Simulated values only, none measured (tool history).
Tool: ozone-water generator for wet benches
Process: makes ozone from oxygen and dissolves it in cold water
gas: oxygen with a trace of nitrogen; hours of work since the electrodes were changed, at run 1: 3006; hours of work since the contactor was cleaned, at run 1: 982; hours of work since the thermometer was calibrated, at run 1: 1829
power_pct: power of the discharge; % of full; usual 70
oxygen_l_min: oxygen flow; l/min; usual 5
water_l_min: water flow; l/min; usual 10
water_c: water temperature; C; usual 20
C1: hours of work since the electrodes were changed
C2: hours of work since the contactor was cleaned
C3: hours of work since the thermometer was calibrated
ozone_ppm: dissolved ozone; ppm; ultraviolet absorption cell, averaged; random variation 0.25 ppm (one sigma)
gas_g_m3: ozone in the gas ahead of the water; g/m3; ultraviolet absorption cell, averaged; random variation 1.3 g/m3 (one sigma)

Run 1, hour 0: usual settings; C1 3006; C2 982; C3 1829. Result: ozone_ppm 34.9 ppm, gas_g_m3 237.1 g/m3.
Run 2, hour 137: usual settings; C1 3121; C2 1096; C3 1944. Result: ozone_ppm 35.3 ppm, gas_g_m3 233.8 g/m3.
Run 3, hour 291.8: usual settings; C1 3250; C2 1226; C3 2073. Result: ozone_ppm 35.1 ppm, gas_g_m3 233.7 g/m3.
Run 4, hour 435.4: usual settings but water_c 21 C; C1 3370; C2 1345; C3 2193. Result: ozone_ppm 34.5 ppm, gas_g_m3 233.6 g/m3.
Run 5, hour 574.1: usual settings; C1 3485; C2 1461; C3 2308. Result: ozone_ppm 34.9 ppm, gas_g_m3 234.1 g/m3.
Run 6, hour 712.1: usual settings; C1 3601; C2 1576; C3 2423. Result: ozone_ppm 34.9 ppm, gas_g_m3 231.6 g/m3.
Run 7, hour 819: usual settings; C1 3690; C2 1665; C3 2513. Result: ozone_ppm 34.8 ppm, gas_g_m3 231.6 g/m3.
Run 8, hour 913: usual settings but power_pct 81 % of full; C1 3768; C2 1744; C3 2591. Result: ozone_ppm 38.2 ppm, gas_g_m3 255.2 g/m3.
Run 9, hour 1012.5: usual settings but power_pct 81 % of full, oxygen_l_min 3.41 l/min; C1 3851; C2 1827; C3 2674. Result: ozone_ppm 39.4 ppm, gas_g_m3 310.2 g/m3.
Run 10, hour 1078.1: usual settings but power_pct 81 % of full, oxygen_l_min 3.41 l/min; C1 3906; C2 1882; C3 2729. Result: ozone_ppm 39.8 ppm, gas_g_m3 307.8 g/m3.
Run 11, hour 1235.2: usual settings but power_pct 42 % of full; C1 4037; C2 2013; C3 2860. Result: ozone_ppm 25.1 ppm, gas_g_m3 166.9 g/m3.
Run 12, hour 1309.9: usual settings but power_pct 42 % of full; C1 4099; C2 2075; C3 2922. Result: ozone_ppm 24.7 ppm, gas_g_m3 166.9 g/m3.
Run 13, hour 1451: usual settings but power_pct 42 % of full; C1 4217; C2 2193; C3 3040. Result: ozone_ppm 24.7 ppm, gas_g_m3 166.9 g/m3.
Run 14, hour 1533.3: usual settings but power_pct 69 % of full; C1 4286; C2 2261; C3 3109. Result: ozone_ppm 33.7 ppm, gas_g_m3 228.9 g/m3.
Run 15, hour 1637.8: usual settings but power_pct 69 % of full; C1 4373; C2 2349; C3 3196. Result: ozone_ppm 33.8 ppm, gas_g_m3 225.8 g/m3.
Run 16, hour 1748.5: usual settings but power_pct 69 % of full; C1 4465; C2 2441; C3 3288. Result: ozone_ppm 33.7 ppm, gas_g_m3 225 g/m3.
Run 17, hour 1862.9: usual settings but power_pct 69 % of full; C1 4561; C2 2536; C3 3383. Result: ozone_ppm 33.3 ppm, gas_g_m3 226.1 g/m3.
Run 18, hour 2015.4: usual settings but power_pct 69 % of full; C1 4688; C2 2664; C3 3511. Result: ozone_ppm 33.5 ppm, gas_g_m3 227.1 g/m3.
Run 19, hour 2127: usual settings but oxygen_l_min 7.85 l/min, water_l_min 8 l/min, water_c 19 C; C1 4781; C2 2757; C3 3604. Result: ozone_ppm 35.5 ppm, gas_g_m3 183 g/m3.
Run 20, hour 2234: usual settings but power_pct 69 % of full, oxygen_l_min 7.6 l/min, water_l_min 12 l/min, water_c 15 C; C1 4870; C2 2846; C3 3693. Result: ozone_ppm 31.4 ppm, gas_g_m3 182.8 g/m3.
Run 21, hour 2365: usual settings but power_pct 47 % of full, oxygen_l_min 3.54 l/min, water_l_min 12 l/min, water_c 15 C; C1 4980; C2 2955; C3 3802. Result: ozone_ppm 25.7 ppm, gas_g_m3 211.3 g/m3.
Run 22, hour 2438.9: usual settings but power_pct 42 % of full, oxygen_l_min 7.58 l/min, water_l_min 8 l/min, water_c 27 C; C1 5041; C2 3017; C3 3864. Result: ozone_ppm 21 ppm, gas_g_m3 131.8 g/m3.
Run 23, hour 2584.1: usual settings but power_pct 42 % of full, oxygen_l_min 7.58 l/min, water_l_min 8 l/min, water_c 27 C; C1 5162; C2 3138; C3 3985. Result: ozone_ppm 21 ppm, gas_g_m3 132.8 g/m3.
Run 24, hour 2696: usual settings but power_pct 71 % of full, water_c 13 C; C1 5256; C2 3231; C3 4079. Result: ozone_ppm 38.1 ppm, gas_g_m3 226.9 g/m3.
Run 25, hour 2835.3: usual settings but power_pct 46 % of full, oxygen_l_min 3.43 l/min, water_c 18 C; C1 5372; C2 3348; C3 4195. Result: ozone_ppm 27.2 ppm, gas_g_m3 209.2 g/m3.
Run 26, hour 2940.4: usual settings but oxygen_l_min 6.24 l/min, water_l_min 12 l/min; C1 5460; C2 3435; C3 4282. Result: ozone_ppm 29 ppm, gas_g_m3 200.3 g/m3.
Run 27, hour 3097.6: usual settings but power_pct 44 % of full, oxygen_l_min 4.38 l/min, water_c 18 C; C1 5591; C2 3566; C3 4414. Result: ozone_ppm 26.2 ppm, gas_g_m3 179.9 g/m3.
Run 28, hour 3166.7: usual settings but power_pct 44 % of full, oxygen_l_min 3.2 l/min, water_c 14 C; C1 5648; C2 3624; C3 4471. Result: ozone_ppm 28 ppm, gas_g_m3 210.4 g/m3.
Run 29, hour 3284.8: usual settings but power_pct 97 % of full, water_c 13 C; C1 5747; C2 3723; C3 4570. Result: ozone_ppm 45.3 ppm, gas_g_m3 271.8 g/m3.
Run 30, hour 3409.6: usual settings but power_pct 67 % of full, oxygen_l_min 4.93 l/min, water_l_min 13 l/min; C1 5851; C2 3827; C3 4674. Result: ozone_ppm 27.1 ppm, gas_g_m3 218.7 g/m3.
Run 31, hour 3554.6: usual settings but power_pct 67 % of full, oxygen_l_min 4.93 l/min, water_l_min 13 l/min, water_c 12 C; C1 5972; C2 3948; C3 4795. Result: ozone_ppm 30.5 ppm, gas_g_m3 216.7 g/m3.
Run 32, hour 3642.2: usual settings but power_pct 67 % of full, oxygen_l_min 4.93 l/min, water_l_min 13 l/min, water_c 12 C; C1 6045; C2 4021; C3 4868. Result: ozone_ppm 30.4 ppm, gas_g_m3 217.6 g/m3.
Run 33, hour 3748.6: usual settings but power_pct 67 % of full, oxygen_l_min 5.86 l/min, water_l_min 11 l/min, water_c 26 C; C1 6134; C2 4110; C3 4957. Result: ozone_ppm 25.6 ppm, gas_g_m3 199.5 g/m3.

Forecast each of these 3 alternatives for the next run:
Run A, hour 3815.8: usual settings but power_pct 85 % of full, water_l_min 7 l/min, water_c 16 C; C1 6190; C2 4166; C3 5013. Result: ozone_ppm ?, gas_g_m3 ?.
Run B, hour 3815.8: usual settings but power_pct 42 % of full, oxygen_l_min 5.86 l/min, water_l_min 7 l/min, water_c 22 C; C1 6190; C2 4166; C3 5013. Result: ozone_ppm ?, gas_g_m3 ?.
Run C, hour 3815.8: usual settings but power_pct 67 % of full, oxygen_l_min 8.74 l/min, water_l_min 11 l/min, water_c 26 C; C1 6190; C2 4166; C3 5013. Result: ozone_ppm ?, gas_g_m3 ?.

run  ozone_ppm  gas_g_m3
  A       48.3     248.4
  B       26.5     148.6
  C       23.5     161.9
Without the tool's hidden state the same runs would have given:
run  ozone_ppm  gas_g_m3
  A       56.9     283.9
  B       29.6     160.9
  C       27.3     181.7
